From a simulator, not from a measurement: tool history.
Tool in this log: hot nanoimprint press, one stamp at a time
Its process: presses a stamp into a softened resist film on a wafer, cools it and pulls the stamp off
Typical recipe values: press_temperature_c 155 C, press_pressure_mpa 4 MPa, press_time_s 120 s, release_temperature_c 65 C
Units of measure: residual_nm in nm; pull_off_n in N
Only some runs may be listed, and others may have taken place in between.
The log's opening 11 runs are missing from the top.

| run | day | press_temperature_c | press_pressure_mpa | press_time_s | release_temperature_c | residual_nm | pull_off_n |
|---|---|---|---|---|---|---|---|
| 12 | 4.279 | 155 | 3.66 | 120 | 65 | 190.5 | 152 |
| 13 | 4.633 | 155 | 3.66 | 114 | 65 | 193.1 | 150 |
| 14 | 4.933 | 155 | 4 | 120 | 65 | 183.4 | 150 |
| 15 | 5.496 | 155 | 4 | 120 | 65 | 182.3 | 150 |
| 16 | 6.029 | 143 | 4 | 61 | 65 | 308.3 | 148 |
| 17 | 6.579 | 143 | 4 | 61 | 65 | 309.2 | 154 |
| 18 | 6.933 | 143 | 4 | 61 | 65 | 308.9 | 147 |
| 19 | 7.504 | 143 | 4 | 61 | 65 | 310.3 | 155 |
| 20 | 7.908 | 143 | 4 | 61 | 65 | 309.8 | 151 |
|  | 8.275 | plate thermocouple calibrated |
| 21 | 8.567 | 143 | 4 | 61 | 65 | 309.1 | 148 |
| 22 | 8.896 | 159 | 4 | 169 | 65 | 133.5 | 151 |
| 23 | 9.458 | 162 | 2.8 | 160 | 57 | 141.7 | 173 |
| 24 | 10.004 | 155 | 4.43 | 120 | 63 | 171.8 | 156 |
| 25 | 10.396 | 155 | 4.43 | 120 | 63 | 172.3 | 158 |
| 26 | 10.858 | 155 | 4.43 | 120 | 63 | 171.8 | 153 |
| 27 | 11.425 | 150 | 4 | 131 | 64 | 217.2 | 152 |
| 28 | 11.792 | 155 | 3.39 | 140 | 72 | 184.2 | 130 |
| 29 | 12.371 | 159 | 6.32 | 195 | 72 | 97.1 | 130 |
| 30 | 12.617 | 159 | 6.32 | 195 | 72 | 96.9 | 129 |

4 ways to go on from here, each from the tool as it stands after run 30. What would each give?
| A | 13.196 | 150 | 4.84 | 143 | 65 | ? | ? |
| B | 13.196 | 143 | 4 | 213 | 65 | ? | ? |
| C | 13.196 | 155 | 4 | 120 | 68 | ? | ? |
| D | 13.196 | 164 | 4 | 211 | 73 | ? | ? |

| run | residual_nm | pull_off_n |
|---|---|---|
| A | 195.1 | 152 |
| B | 253.8 | 149 |
| C | 180.1 | 143 |
| D | 95.1 | 127 |
Without the tool's hidden state the same runs would have given:
| run | residual_nm | pull_off_n |
|---|---|---|
| A | 199.7 | 152 |
| B | 259.9 | 148 |
| C | 184.3 | 142 |
| D | 97.4 | 127 |
